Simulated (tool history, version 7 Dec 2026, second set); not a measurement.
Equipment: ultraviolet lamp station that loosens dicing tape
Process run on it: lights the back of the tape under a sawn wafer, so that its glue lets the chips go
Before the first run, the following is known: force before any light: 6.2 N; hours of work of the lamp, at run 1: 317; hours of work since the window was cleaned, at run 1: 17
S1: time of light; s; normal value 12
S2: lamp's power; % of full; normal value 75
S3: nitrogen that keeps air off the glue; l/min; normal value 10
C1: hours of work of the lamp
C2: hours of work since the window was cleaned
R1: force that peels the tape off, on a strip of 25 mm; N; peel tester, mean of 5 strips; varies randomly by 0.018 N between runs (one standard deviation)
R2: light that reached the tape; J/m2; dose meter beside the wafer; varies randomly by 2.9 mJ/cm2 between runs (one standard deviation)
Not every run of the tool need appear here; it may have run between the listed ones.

run     day  S1  S2  S3   C1   C2     R1    R2
  1   0.000  12  75  10  317   17  1.000  3990
  2   0.408  12  75  10  323   23  1.032  3930
  3   1.133  12  75  10  335   34  1.042  3910
  4   1.442  12  75  10  339   39  1.034  3860
  5   1.783  12  75  10  345   44  1.034  3850
  6   2.258  12  75  10  352   52  1.034  3920
  7   2.958  12  75  10  363   62  1.061  3880
  8   3.317  12  75  10  368   68  1.047  3780
  9   3.933  12  75  10  378   77  1.093  3710
 10   4.404  13  75  10  385   85  0.945  4090
 11   4.862  12  75  15  392   92  0.944  3790
 12   5.192  12  75  10  398   97  1.077  3760
 13   5.521  12  75  10  403  102  1.067  3710
 14   5.975  12  69  10  410  109  1.254  3420
 15   6.354  12  99  10  415  115  0.692  4950
 16   6.742  12  75  10  421  121  1.087  3680
 17   7.104   8  75  10  427  127  1.941  2470
 18   7.604   8  75  10  435  134  1.961  2470
 19   8.104   8  75  10  443  142  1.933  2410
 20   8.433   8  75  10  448  147  1.954  2410
 21   8.879  12  75  10  455  154  1.165  3670
 22   9.392  12  75  10  463  162  1.192  3610
 23   9.962  16  75   7  471  171  0.816  4750
 24  10.271  21  70   5  476  176  0.688  5810
 25  10.675   7  78  10  482  182  2.273  2190
 26  11.029   7  78  10  488  187  2.198  2120
 27  11.362  12  83  11  493  192  0.969  3920
 28  11.933  11  83   9  502  201  1.206  3570
 29  12.642  24  85   3  513  212  0.525  7980
     12.704  -- window cleaned of glue's vapour
 30  13.138   9  91   3  520    7  2.137  3130
 31  13.867   9  91   3  531   18  2.102  3110
 32  14.512   9  91   3  541   28  2.181  3090
     14.567  -- window cleaned of glue's vapour, once more
 33  14.867   9  91   3  547    5  1.975  3370
 34  15.325   9  91   3  554   12  1.973  3340
 35  15.875  12  75   8  562   20  1.229  3650
 36  16.525  11  92   3  572   30  1.488  4070
 37  17.208  12  75  10  583   41  1.158  3660
 38  17.579  12  71  10  589   47  1.245  3440
 39  18.208  12  89   8  598   56  0.965  4240
 40  18.621  10  74  11  605   63  1.517  2950
 41  19.171  10  74  11  613   71  1.506  2930
 42  19.767  10  74  11  622   81  1.477  2970
 43  20.404  14  66   4  632   90  1.589  3660

Subtracting, for every run, the result it would have given without the tool's unlogged condition from the measured result gives the following. The same run-to-run variation enters both numbers; the gauge's scatter may not:
What the log doesn't record here: lamp's light, % of a new lamp's; light that the window lets through, % of a clean one's; drift of the gauge itself on peel_n, %; drift of the gauge itself on dose_mj_cm2, %.
run      R1     R2
  1  +0.129   -340
  2  +0.137   -350
  3  +0.147   -370
  4  +0.150   -380
  5  +0.153   -390
  6  +0.160   -410
  7  +0.173   -450
  8  +0.177   -450
  9  +0.191   -460
 10  +0.177   -520
 11  +0.185   -500
 12  +0.203   -510
 13  +0.205   -520
 14  +0.235   -490
 15  +0.156   -730
 16  +0.224   -570
 17  +0.307   -380
 18  +0.318   -400
 19  +0.324   -400
 20  +0.331   -410
 21  +0.266   -640
 22  +0.277   -640
 23  +0.215   -890
 24  +0.188  -1110
 25  +0.396   -420
 26  +0.388   -430
 27  +0.263   -790
 28  +0.312   -740
 29  +0.154  -1700
 30  +0.463   -750
 31  +0.468   -770
 32  +0.495   -780
 33  +0.298   -500
 34  +0.305   -520
 35  +0.255   -580
 36  +0.286   -680
 37  +0.264   -630
 38  +0.278   -610
 39  +0.243   -790
 40  +0.332   -560
 41  +0.336   -560
 42  +0.338   -590
 43  +0.361   -760
